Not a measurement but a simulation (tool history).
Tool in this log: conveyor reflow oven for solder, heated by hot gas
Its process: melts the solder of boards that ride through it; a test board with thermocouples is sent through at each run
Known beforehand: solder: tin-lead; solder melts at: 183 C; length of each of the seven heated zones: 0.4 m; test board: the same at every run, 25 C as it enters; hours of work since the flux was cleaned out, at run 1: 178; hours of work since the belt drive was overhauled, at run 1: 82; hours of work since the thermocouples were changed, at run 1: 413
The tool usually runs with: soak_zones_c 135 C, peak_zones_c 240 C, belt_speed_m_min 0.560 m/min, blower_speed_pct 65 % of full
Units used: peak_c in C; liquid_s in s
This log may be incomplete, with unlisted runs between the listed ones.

| run | hour | soak_zones_c | peak_zones_c | belt_speed_m_min | blower_speed_pct | hours of work since the flux was cleaned out | hours of work since the belt drive was overhauled | hours of work since the thermocouples were changed | peak_c | liquid_s |
|---|---|---|---|---|---|---|---|---|---|---|
| 1 | 0.0 | 135 | 240 | 0.560 | 65 | 178 | 82 | 413 | 214.7 | 59.0 |
| 2 | 14.9 | 135 | 240 | 0.560 | 65 | 187 | 91 | 422 | 214.5 | 59.2 |
| 3 | 26.4 | 135 | 240 | 0.560 | 65 | 194 | 98 | 429 | 214.4 | 59.0 |
| 4 | 33.7 | 135 | 240 | 0.560 | 72 | 198 | 102 | 433 | 215.9 | 61.2 |
| 5 | 43.2 | 135 | 240 | 0.560 | 72 | 204 | 108 | 439 | 216.2 | 60.8 |
| 6 | 51.9 | 135 | 240 | 0.560 | 72 | 209 | 113 | 444 | 215.8 | 61.0 |
| 7 | 58.2 | 135 | 240 | 0.484 | 65 | 213 | 116 | 448 | 219.5 | 74.9 |
| 8 | 65.2 | 135 | 240 | 0.560 | 65 | 217 | 121 | 452 | 214.5 | 58.9 |
| 9 | 78.2 | 140 | 240 | 0.560 | 65 | 225 | 128 | 460 | 215.7 | 62.1 |
| 10 | 89.6 | 135 | 240 | 0.560 | 65 | 231 | 135 | 466 | 214.1 | 59.1 |
| 11 | 97.8 | 135 | 240 | 0.560 | 65 | 236 | 140 | 471 | 214.4 | 58.4 |
| 12 | 107.1 | 135 | 240 | 0.560 | 65 | 242 | 145 | 477 | 214.2 | 58.9 |
| 13 | 115.6 | 135 | 240 | 0.560 | 65 | 247 | 150 | 482 | 213.9 | 58.6 |
| 14 | 127.3 | 135 | 240 | 0.560 | 65 | 254 | 157 | 489 | 214.0 | 59.1 |
| 15 | 138.3 | 135 | 240 | 0.478 | 65 | 260 | 164 | 495 | 220.2 | 76.5 |
| 16 | 153.7 | 135 | 250 | 0.560 | 78 | 269 | 173 | 504 | 225.2 | 68.6 |
| 17 | 162.4 | 121 | 249 | 0.572 | 65 | 274 | 178 | 510 | 216.8 | 55.1 |
| 18 | 177.7 | 121 | 235 | 0.564 | 53 | 283 | 187 | 519 | 202.5 | 38.4 |
| 19 | 185.7 | 121 | 235 | 0.564 | 53 | 288 | 192 | 523 | 202.0 | 39.2 |

Predict the results of run 20:
| 20 | 199.9 | 121 | 235 | 0.564 | 53 | 297 | 200 | 532 | ? | ? |

peak_c: 202.2 C
liquid_s: 38.6 s
If the tool had no hidden condition, the same run with the same run-to-run variation would have returned peak_c 205.1 C, liquid_s 42.7 s.
